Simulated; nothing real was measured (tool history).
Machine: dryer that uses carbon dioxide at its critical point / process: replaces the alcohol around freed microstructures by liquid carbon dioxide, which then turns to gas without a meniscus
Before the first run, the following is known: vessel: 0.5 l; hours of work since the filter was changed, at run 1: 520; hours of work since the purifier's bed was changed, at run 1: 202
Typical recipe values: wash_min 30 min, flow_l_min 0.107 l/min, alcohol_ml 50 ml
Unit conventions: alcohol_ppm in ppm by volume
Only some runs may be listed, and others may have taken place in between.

run  hour  wash_min  flow_l_min  alcohol_ml  hours of work since the filter was changed  hours of work since the purifier's bed was changed  alcohol_ppm
  1   0.0        30       0.107          50                                         520                                                 202          577
  2  12.6        30       0.107          50                                         528                                                 211          578
  3  25.8        19       0.107          50                                         537                                                 219         3658
  4  35.2        30       0.089          50                                         543                                                 226         1291
  5  49.2        30       0.089          50                                         553                                                 235         1265
  6  57.3        30       0.089          50                                         558                                                 241         1282
  7  70.9        30       0.107          50                                         567                                                 250          592
  8  80.6        30       0.107          50                                         574                                                 256          596

Run 9 has not been measured yet. What should we expect?
  9  88.0        30       0.107          50                                         579                                                 261            ?

alcohol_ppm: 589 ppm by volume
Were there no unlogged condition in the tool, this run, its random variation unchanged, would have produced alcohol_ppm 387 ppm by volume.

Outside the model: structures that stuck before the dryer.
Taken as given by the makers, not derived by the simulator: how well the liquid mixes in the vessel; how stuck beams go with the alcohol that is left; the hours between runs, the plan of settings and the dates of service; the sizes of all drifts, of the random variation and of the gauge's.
